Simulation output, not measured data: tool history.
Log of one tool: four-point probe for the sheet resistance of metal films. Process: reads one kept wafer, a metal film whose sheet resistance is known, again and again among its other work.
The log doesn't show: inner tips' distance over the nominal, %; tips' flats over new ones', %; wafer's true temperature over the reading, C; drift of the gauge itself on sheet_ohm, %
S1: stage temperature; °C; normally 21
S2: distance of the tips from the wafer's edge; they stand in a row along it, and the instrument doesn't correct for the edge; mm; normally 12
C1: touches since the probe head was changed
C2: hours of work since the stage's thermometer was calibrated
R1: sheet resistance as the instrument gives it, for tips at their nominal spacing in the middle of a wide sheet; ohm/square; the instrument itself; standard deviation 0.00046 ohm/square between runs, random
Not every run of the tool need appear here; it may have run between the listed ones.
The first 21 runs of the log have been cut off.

{"run": 22, "hour": 654.0, "S1": 18, "S2": 5, "C1": 62449, "C2": 1333, "R1": 2.288943}
{"run": 23, "hour": 683.3, "S1": 18, "S2": 5, "C1": 63255, "C2": 1349, "R1": 2.289697}
{"run": 24, "hour": 721.5, "S1": 18, "S2": 5, "C1": 64308, "C2": 1371, "R1": 2.288953}
{"run": 25, "hour": 744.6, "S1": 22, "S2": 46, "C1": 64945, "C2": 1384, "R1": 2.270924}
{"run": 26, "hour": 772.5, "S1": 22, "S2": 46, "C1": 65715, "C2": 1399, "R1": 2.270424}
{"run": 27, "hour": 799.5, "S1": 21, "S2": 3, "C1": 66459, "C2": 1415, "R1": 2.305582}
{"run": 28, "hour": 818.3, "S1": 21, "S2": 4, "C1": 66976, "C2": 1425, "R1": 2.290827}
{"run": 29, "hour": 839.7, "S1": 24, "S2": 50, "C1": 67568, "C2": 1437, "R1": 2.267895}
{"run": 30, "hour": 872.4, "S1": 24, "S2": 50, "C1": 68466, "C2": 1455, "R1": 2.267185}
{"run": 31, "hour": 910.4, "S1": 24, "S2": 50, "C1": 69516, "C2": 1477, "R1": 2.266912}
{"run": 32, "hour": 935.6, "S1": 20, "S2": 3, "C1": 70209, "C2": 1491, "R1": 2.306662}
{"run": 33, "hour": 979.3, "S1": 32, "S2": 12, "C1": 71414, "C2": 1515, "R1": 2.25737}
{"run": 34, "hour": 997.5, "S1": 18, "S2": 6, "C1": 71916, "C2": 1525, "R1": 2.284036}
{"run": 35, "hour": 1021.4, "S1": 18, "S2": 6, "C1": 72574, "C2": 1539, "R1": 2.283145}
{"run": 36, "hour": 1048.2, "S1": 30, "S2": 9, "C1": 73312, "C2": 1554, "R1": 2.260695}
{"run": 37, "hour": 1069.1, "S1": 23, "S2": 42, "C1": 73890, "C2": 1565, "R1": 2.268049}

Here are 4 independent what-if runs from the current tool condition. What would each one return?
{"run": "A", "hour": 1089.3, "S1": 22, "S2": 42, "C1": 74445, "C2": 1577, "R1": "?"}
{"run": "B", "hour": 1089.3, "S1": 22, "S2": 7, "C1": 74445, "C2": 1577, "R1": "?"}
{"run": "C", "hour": 1089.3, "S1": 22, "S2": 8, "C1": 74445, "C2": 1577, "R1": "?"}
{"run": "D", "hour": 1089.3, "S1": 21, "S2": 36, "C1": 74445, "C2": 1577, "R1": "?"}

run=A R1=2.269161
run=B R1=2.275643
run=C R1=2.273684
run=D R1=2.270798
Without the tool's hidden state the same runs would have given:
run=A R1=2.286005
run=B R1=2.292532
run=C R1=2.290559
run=D R1=2.287646

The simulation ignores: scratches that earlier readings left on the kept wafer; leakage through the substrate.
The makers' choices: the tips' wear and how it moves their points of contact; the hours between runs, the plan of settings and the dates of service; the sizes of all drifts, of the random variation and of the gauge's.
